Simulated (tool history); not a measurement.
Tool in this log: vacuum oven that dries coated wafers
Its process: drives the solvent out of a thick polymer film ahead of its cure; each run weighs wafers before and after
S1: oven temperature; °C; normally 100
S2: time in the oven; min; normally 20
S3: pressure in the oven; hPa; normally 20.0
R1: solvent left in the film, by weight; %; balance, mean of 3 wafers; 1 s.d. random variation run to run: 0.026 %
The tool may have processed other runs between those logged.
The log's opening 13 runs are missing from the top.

run    hour   S1  S2    S3    R1
 14   800.5  100  20  15.0  1.49
 15   850.4  114  20  20.0  0.80
 16   896.9  114  20  20.0  0.85
 17   951.6  100  20  20.0  1.75
 18  1024.0  100  20  20.0  1.71
 19  1070.1  100  20  20.0  1.76
 20  1140.6  100  20  20.0  1.74
 21  1221.4  113  20  20.0  0.87
 22  1287.3  113  20  20.0  0.83
 23  1336.0  106  13  43.4  2.86
 24  1389.5  100  12  20.0  3.02
 25  1452.6   86  26  14.7  2.61
 26  1512.2   86  26  70.6  7.12
 27  1556.0   86  26  70.6  7.01
 28  1624.3   86  26  70.6  7.01
 29  1699.5   86  26  70.6  7.04
 30  1769.3   86  26  70.6  6.93
 31  1830.1   96  34  30.4  2.07
 32  1911.6   96  34  30.4  2.09
 33  1952.6   86  29  20.0  2.74
 34  2024.2   86  20  15.4  3.45
 35  2066.2   86  20  15.4  3.43
 36  2141.1   86  20  15.4  3.38
 37  2189.3   90  16  11.3  3.19
 38  2228.8   90  16  11.3  3.17

For run 39, what comes out?
 39  2296.5  113  28  74.1   ?

R1: 2.53 %
On a tool with no hidden condition, and with the same random variation, this run would have come out at R1 2.59 %.

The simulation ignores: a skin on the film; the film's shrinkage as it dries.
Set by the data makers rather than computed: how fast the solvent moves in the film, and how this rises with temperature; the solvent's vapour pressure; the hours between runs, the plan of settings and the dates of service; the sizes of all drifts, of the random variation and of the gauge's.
